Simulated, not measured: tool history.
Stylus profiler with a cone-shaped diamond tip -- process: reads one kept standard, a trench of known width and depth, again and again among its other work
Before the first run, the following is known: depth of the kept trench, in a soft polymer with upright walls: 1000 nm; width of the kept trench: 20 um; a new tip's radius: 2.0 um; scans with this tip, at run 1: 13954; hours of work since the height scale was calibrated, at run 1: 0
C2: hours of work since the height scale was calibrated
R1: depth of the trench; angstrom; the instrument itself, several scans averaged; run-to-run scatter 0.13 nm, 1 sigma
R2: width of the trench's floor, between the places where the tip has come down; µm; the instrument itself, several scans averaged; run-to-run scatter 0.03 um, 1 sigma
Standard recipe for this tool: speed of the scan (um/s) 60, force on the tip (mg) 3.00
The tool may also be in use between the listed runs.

Run 1, day 0.000: usual settings; scans with this tip 13954; C2 0. Result: R1 10084.3 angstrom, R2 15.45 µm.
Run 2, day 3.454: usual settings; scans with this tip 14548; C2 60. Result: R1 10084.4 angstrom, R2 15.46 µm.
Run 3, day 5.762: usual settings; scans with this tip 14945; C2 100. Result: R1 10080.3 angstrom, R2 15.33 µm.
Run 4, day 8.042: usual settings but force on the tip (mg) 3.01; scans with this tip 15337; C2 140. Result: R1 10081.7 angstrom, R2 15.34 µm.
Run 5, day 9.821: usual settings but force on the tip (mg) 3.01; scans with this tip 15643; C2 171. Result: R1 10079.6 angstrom, R2 15.28 µm.
Run 6, day 13.171: usual settings but force on the tip (mg) 3.01; scans with this tip 16219; C2 229. Result: R1 10079.6 angstrom, R2 15.29 µm.
Run 7, day 16.604: usual settings but force on the tip (mg) 3.01; scans with this tip 16810; C2 288. Result: R1 10079.7 angstrom, R2 15.25 µm.
Run 8, day 19.867: usual settings but speed of the scan (um/s) 29; scans with this tip 17371; C2 345. Result: R1 10074.6 angstrom, R2 15.37 µm.
Run 9, day 21.346: usual settings but speed of the scan (um/s) 29; scans with this tip 17625; C2 371. Result: R1 10075.8 angstrom, R2 15.32 µm.
Run 10, day 23.938: usual settings; scans with this tip 18071; C2 416. Result: R1 10075.3 angstrom, R2 15.22 µm.
Run 11, day 26.771: usual settings; scans with this tip 18558; C2 465. Result: R1 10071.7 angstrom, R2 15.15 µm.
Run 12, day 28.492: usual settings; scans with this tip 18854; C2 495. Result: R1 10074.2 angstrom, R2 15.13 µm.
Run 13, day 30.867: usual settings; scans with this tip 19263; C2 536. Result: R1 10072.6 angstrom, R2 15.15 µm.
Run 14, day 32.579: usual settings but speed of the scan (um/s) 17, force on the tip (mg) 2.64; scans with this tip 19557; C2 566. Result: R1 10067.7 angstrom, R2 15.34 µm.
Run 15, day 35.029: usual settings but speed of the scan (um/s) 24, force on the tip (mg) 1.95; scans with this tip 19978; C2 608. Result: R1 10050.6 angstrom, R2 15.19 µm.
Run 16, day 36.683: usual settings but speed of the scan (um/s) 95; scans with this tip 20263; C2 637. Result: R1 10073.1 angstrom, R2 14.86 µm.
Run 17, day 38.412: usual settings but speed of the scan (um/s) 22, force on the tip (mg) 1.08; scans with this tip 20561; C2 667. Result: R1 10030.9 angstrom, R2 15.19 µm.
Run 18, day 41.408: usual settings but speed of the scan (um/s) 22, force on the tip (mg) 1.08; scans with this tip 21076; C2 719. Result: R1 10029.0 angstrom, R2 15.10 µm.
Run 19, day 43.450: usual settings but speed of the scan (um/s) 22, force on the tip (mg) 1.08; scans with this tip 21427; C2 754. Result: R1 10026.7 angstrom, R2 15.15 µm.
Run 20, day 45.242: usual settings but speed of the scan (um/s) 22, force on the tip (mg) 1.08; scans with this tip 21735; C2 786. Result: R1 10026.1 angstrom, R2 15.14 µm.
At day 46.646: new tip fitted, height scale calibrated.
Run 21, day 47.242: usual settings but speed of the scan (um/s) 19, force on the tip (mg) 2.33; scans with this tip 103; C2 10. Result: R1 10068.2 angstrom, R2 16.43 µm.
Run 22, day 50.338: usual settings but speed of the scan (um/s) 19, force on the tip (mg) 2.33; scans with this tip 635; C2 64. Result: R1 10067.2 angstrom, R2 16.34 µm.
Run 23, day 52.512: usual settings but speed of the scan (um/s) 29, force on the tip (mg) 1.30; scans with this tip 1010; C2 102. Result: R1 10045.0 angstrom, R2 16.24 µm.
Run 24, day 55.904: usual settings but speed of the scan (um/s) 206, force on the tip (mg) 4.64; scans with this tip 1593; C2 161. Result: R1 10107.9 angstrom, R2 15.46 µm.

How would selected steps in R1 from run to run divide? Give the signed amount a tool lacking its hidden state would still show from settings, what came in and random variation, and the signed amount left for the hidden state, including any gauge scatter that is not in both of the compared results.
The hidden state here: radius of the tip, um; height scale over the true one, %; drift of the gauge itself on depth_nm, %; drift of the gauge itself on floor_um, %.
Run 7 -> 8: speed of the scan (um/s) 60 -> 29, force on the tip (mg) 3.01 -> 3.00. R1 -5.1 angstrom: hidden state -1.4, all else -3.7.
Run 16 -> 17: speed of the scan (um/s) 95 -> 22, force on the tip (mg) 3.00 -> 1.08. R1 -42.2 angstrom: hidden state -0.5, all else -41.7.
Run 20 -> 21: speed of the scan (um/s) 22 -> 19, force on the tip (mg) 1.08 -> 2.33, new tip fitted, height scale calibrated. R1 +42.1 angstrom: hidden state +13.1, all else +29.0.
Run 23 -> 24: speed of the scan (um/s) 29 -> 206, force on the tip (mg) 1.30 -> 4.64. R1 +62.9 angstrom: hidden state -1.2, all else +64.1.
